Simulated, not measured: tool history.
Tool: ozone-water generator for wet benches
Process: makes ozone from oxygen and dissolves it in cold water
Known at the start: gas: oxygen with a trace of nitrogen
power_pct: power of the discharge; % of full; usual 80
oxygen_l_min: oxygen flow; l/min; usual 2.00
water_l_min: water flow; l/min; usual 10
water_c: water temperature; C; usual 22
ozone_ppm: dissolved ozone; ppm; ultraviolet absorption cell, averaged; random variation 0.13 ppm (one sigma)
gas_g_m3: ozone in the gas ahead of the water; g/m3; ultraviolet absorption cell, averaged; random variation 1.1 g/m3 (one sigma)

| run | hour | power_pct | oxygen_l_min | water_l_min | water_c | ozone_ppm | gas_g_m3 |
|---|---|---|---|---|---|---|---|
| 1 | 0.0 | 80 | 2.00 | 10 | 22 | 13.7 | 197.1 |
| 2 | 79.0 | 80 | 2.37 | 10 | 22 | 13.9 | 179.1 |
| 3 | 151.8 | 80 | 2.00 | 10 | 22 | 13.7 | 194.0 |
| 4 | 197.6 | 80 | 2.00 | 10 | 22 | 13.5 | 195.5 |
| 5 | 307.2 | 80 | 2.00 | 10 | 20 | 13.8 | 195.4 |
| 6 | 374.9 | 80 | 2.00 | 10 | 20 | 13.9 | 194.9 |
| 7 | 443.8 | 80 | 2.00 | 10 | 23 | 13.4 | 196.0 |
| 8 | 513.3 | 80 | 2.00 | 10 | 23 | 13.6 | 196.1 |
| 9 | 561.8 | 80 | 2.00 | 10 | 23 | 13.4 | 194.5 |
| 10 | 672.9 | 80 | 2.00 | 10 | 23 | 13.3 | 196.5 |
| 11 | 761.8 | 80 | 2.00 | 10 | 22 | 13.6 | 195.0 |
| 12 | 819.9 | 80 | 2.00 | 10 | 22 | 13.7 | 196.3 |
| 13 | 875.1 | 80 | 2.00 | 10 | 15 | 14.7 | 193.4 |
| 14 | 939.5 | 80 | 2.00 | 9 | 22 | 14.9 | 193.3 |
| 15 | 1024.5 | 80 | 2.00 | 9 | 22 | 15.1 | 193.1 |
| 16 | 1104.8 | 80 | 2.00 | 9 | 22 | 14.8 | 195.6 |
| 17 | 1152.9 | 80 | 2.00 | 10 | 22 | 13.7 | 194.5 |
| 18 | 1204.9 | 82 | 1.39 | 8 | 27 | 15.7 | 241.7 |
| 19 | 1307.8 | 50 | 2.00 | 10 | 22 | 9.6 | 139.2 |
| 20 | 1353.5 | 45 | 2.00 | 13 | 22 | 7.0 | 129.6 |
| 21 | 1466.6 | 55 | 1.58 | 12 | 18 | 8.7 | 170.2 |
| 22 | 1512.0 | 55 | 1.58 | 12 | 18 | 8.6 | 169.7 |
|  | 1521.8 | water thermometer calibrated |
| 23 | 1624.5 | 75 | 1.98 | 10 | 28 | 11.8 | 185.4 |
| 24 | 1718.0 | 77 | 1.20 | 6 | 26 | 19.4 | 248.3 |
| 25 | 1764.8 | 77 | 1.20 | 6 | 26 | 19.3 | 247.2 |
| 26 | 1821.7 | 77 | 1.20 | 6 | 26 | 19.4 | 247.2 |
|  | 1833.5 | water thermometer calibrated, once more |
| 27 | 1893.7 | 77 | 2.51 | 6 | 26 | 18.4 | 166.6 |
| 28 | 1973.2 | 52 | 1.45 | 7 | 26 | 12.7 | 168.8 |
| 29 | 2041.4 | 80 | 2.91 | 10 | 20 | 13.6 | 156.7 |
| 30 | 2152.4 | 80 | 2.00 | 13 | 15 | 11.1 | 193.0 |
| 31 | 2265.5 | 89 | 2.02 | 10 | 17 | 14.9 | 205.4 |
| 32 | 2367.2 | 89 | 2.02 | 10 | 18 | 14.9 | 207.5 |

Run 33 comes next. What will it give?
| 33 | 2463.8 | 89 | 2.02 | 10 | 18 | ? | ? |

Run 33 gave ozone_ppm 14.8 ppm, gas_g_m3 204.8 g/m3.
Without the tool's hidden state the same run would have given ozone_ppm 16.8 ppm, gas_g_m3 221.3 g/m3.
